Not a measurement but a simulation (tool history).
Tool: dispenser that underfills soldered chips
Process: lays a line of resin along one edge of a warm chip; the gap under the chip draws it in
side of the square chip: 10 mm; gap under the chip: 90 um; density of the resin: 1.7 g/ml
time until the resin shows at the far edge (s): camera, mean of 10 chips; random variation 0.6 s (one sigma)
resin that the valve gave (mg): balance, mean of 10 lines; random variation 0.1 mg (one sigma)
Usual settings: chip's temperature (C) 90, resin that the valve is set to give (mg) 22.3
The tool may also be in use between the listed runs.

| run | hour | chip's temperature (C) | resin that the valve is set to give (mg) | time until the resin shows at the far edge (s) | resin that the valve gave (mg) |
|---|---|---|---|---|---|
| 1 | 0.0 | 90 | 22.3 | 64.3 | 22.17 |
| 2 | 5.9 | 90 | 22.3 | 57.7 | 21.95 |
| 3 | 10.7 | 90 | 22.3 | 69.8 | 21.90 |
| 4 | 19.6 | 90 | 22.3 | 67.4 | 21.90 |
| 5 | 31.0 | 97 | 22.3 | 41.1 | 21.84 |
| 6 | 40.9 | 97 | 22.3 | 39.9 | 21.82 |
| 7 | 52.2 | 93 | 22.3 | 52.2 | 21.60 |
| 8 | 60.1 | 93 | 22.3 | 51.4 | 21.58 |
| 9 | 65.3 | 89 | 21.2 | 75.9 | 20.41 |
| 10 | 76.5 | 92 | 22.3 | 67.3 | 22.24 |
| 11 | 82.8 | 97 | 23.4 | 48.7 | 23.35 |

Taken out of this log: 10 entries between the listed runs. Where each belongs, and how the hidden state differs across it:
Between runs 1 and 2: new syringe of resin (hour 4.2)
  resin's viscosity, % of fresh resin's: 118.2 -> 108; dose that the valve gives, % of what is set: 98.84 -> 98.58; true chip temperature over the reading, C: -0.61 -> -0.64
  measured less the result without the state, time until the resin shows at the far edge (s): +11.4 -> +5.8; resin that the valve gave (mg): -0.26 -> -0.32
Between runs 3 and 4: new syringe of resin (hour 13.1)
  resin's viscosity, % of fresh resin's: 128.6 -> 123.6; dose that the valve gives, % of what is set: 98.39 -> 98; true chip temperature over the reading, C: -0.66 -> -0.7
  measured less the result without the state, time until the resin shows at the far edge (s): +17.3 -> +14.7; resin that the valve gave (mg): -0.36 -> -0.44
Between runs 4 and 5: new syringe of resin (hour 22.3); new syringe of resin (hour 31.0)
  resin's viscosity, % of fresh resin's: 123.6 -> 99.9; dose that the valve gives, % of what is set: 98 -> 97.56; true chip temperature over the reading, C: -0.7 -> -0.74
  measured less the result without the state, time until the resin shows at the far edge (s): +14.7 -> +1.4; resin that the valve gave (mg): -0.44 -> -0.55
Between runs 5 and 6: new syringe of resin (hour 40.3)
  resin's viscosity, % of fresh resin's: 99.9 -> 101.6; dose that the valve gives, % of what is set: 97.56 -> 97.11; true chip temperature over the reading, C: -0.74 -> -0.78
  measured less the result without the state, time until the resin shows at the far edge (s): +1.4 -> +2.2; resin that the valve gave (mg): -0.55 -> -0.65
Between runs 6 and 7: new syringe of resin (hour 49.5)
  resin's viscosity, % of fresh resin's: 101.6 -> 111.3; dose that the valve gives, % of what is set: 97.11 -> 96.6; true chip temperature over the reading, C: -0.78 -> -0.84
  measured less the result without the state, time until the resin shows at the far edge (s): +2.2 -> +7.3; resin that the valve gave (mg): -0.65 -> -0.76
Between runs 7 and 8: new syringe of resin (hour 58.3)
  resin's viscosity, % of fresh resin's: 111.3 -> 106; dose that the valve gives, % of what is set: 96.6 -> 96.26; true chip temperature over the reading, C: -0.84 -> -0.87
  measured less the result without the state, time until the resin shows at the far edge (s): +7.3 -> +5.0; resin that the valve gave (mg): -0.76 -> -0.84
Between runs 9 and 10: new syringe of resin (hour 67.4); dispensing valve cleaned and set on the balance (hour 69.2)
  resin's viscosity, % of fresh resin's: 128.3 -> 134.9; dose that the valve gives, % of what is set: 96.01 -> 99.5; true chip temperature over the reading, C: -0.89 -> -0.94
  measured less the result without the state, time until the resin shows at the far edge (s): +19.5 -> +19.4; resin that the valve gave (mg): -0.84 -> -0.11
Between runs 10 and 11: new syringe of resin (hour 77.7)
  resin's viscosity, % of fresh resin's: 134.9 -> 120.6; dose that the valve gives, % of what is set: 99.5 -> 99.23; true chip temperature over the reading, C: -0.94 -> -0.97
  measured less the result without the state, time until the resin shows at the far edge (s): +19.4 -> +9.9; resin that the valve gave (mg): -0.11 -> -0.18
